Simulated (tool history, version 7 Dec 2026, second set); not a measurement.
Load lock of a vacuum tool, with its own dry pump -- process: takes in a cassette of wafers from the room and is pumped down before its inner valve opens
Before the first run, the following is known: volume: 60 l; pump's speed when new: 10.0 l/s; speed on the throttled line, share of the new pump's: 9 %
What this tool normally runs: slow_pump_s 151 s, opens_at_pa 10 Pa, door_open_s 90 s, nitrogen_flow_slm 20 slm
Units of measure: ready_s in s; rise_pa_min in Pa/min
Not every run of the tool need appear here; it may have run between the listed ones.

run,day,slow_pump_s,opens_at_pa,door_open_s,nitrogen_flow_slm,"incoming humidity of the room's air, %",ready_s,rise_pa_min
1,0,151,10,90,20,44.8,202.8,0.084
2,20.567,151,10,90,20,43.4,200.1,0.107
3,40.65,85,10,90,20,46.1,141.8,0.141
4,59.754,151,17,90,20,43,198.1,0.174
5,76.296,151,10,90,20,44.5,202.5,0.208
6,99.508,151,10,90,20,46.7,204.8,0.254
7,111.054,151,10,90,20,45,203.6,0.279
# day 122.662: dry pump taken out, an overhauled one fitted
8,135.808,151,10,90,22,42.3,192.2,0.334
9,150.712,151,10,90,22,42.9,194.6,0.374
10,171.025,151,10,90,20,44.4,194.4,0.425
11,186.154,236,10,90,20,41.4,270,0.497
# day 206.246: door's seal changed, seat wiped
12,210.242,151,10,90,20,48.3,196,0.047
13,230.417,151,10,65,20,47.5,195.9,0.049
14,257.004,151,10,28,20,46.7,196.4,0.07
15,280.508,151,10,28,20,42.6,194.7,0.094
16,305.729,151,10,28,20,44.8,197.6,0.126
17,320.096,151,10,28,20,46.4,197.4,0.149
18,337.6,151,10,28,20,43.4,198.5,0.182
19,359.383,151,10,28,20,42.9,198.5,0.223
20,383.771,151,10,28,20,44.6,199.2,0.281
21,410.238,260,10,224,20,44.5,299.3,0.367
22,425.592,114,10,90,20,44.5,166.1,0.405
23,443.829,167,10,90,43,43.3,214.6,0.431
24,455.288,167,10,90,43,46,214.9,0.458
25,467.162,166,10,90,14,44.7,214,0.524
# day 478.867: door's seal changed, seat wiped
26,482.6,166,10,90,14,40.4,212.5,0.038
27,503.371,166,10,90,14,46.7,215.3,0.056
28,528.283,166,10,90,14,44.1,214.7,0.082
29,542.979,112,9,41,7,43.9,170.8,0.096
30,565.146,112,9,220,21,49.5,170.2,0.148
# day 574.675: dry pump taken out, an overhauled one fitted
31,581.85,295,12,90,20,43.6,322.1,0.147
32,595.921,93,16,90,20,42.7,138.5,0.169
33,608.408,79,12,90,20,44,126.9,0.182
34,627.879,79,8,90,20,46.9,131.4,0.23
35,649.45,211,10,170,29,43.6,248.2,0.269
36,668.9,84,10,90,18,42.5,134.4,0.301

Branching from run 36: 3 alternative next runs. What would each branch give?
A,688.971,104,12,27,18,45,?,?
B,688.971,153,8,90,20,43.1,?,?
C,688.971,161,10,90,30,45.3,?,?

run,ready_s,rise_pa_min
A,151.8,0.35
B,199.1,0.362
C,204.1,0.358
Had the tool no hidden state, the same runs would have come out as:
run,ready_s,rise_pa_min
A,148.7,0.018
B,196.1,0.031
C,201.2,0.03
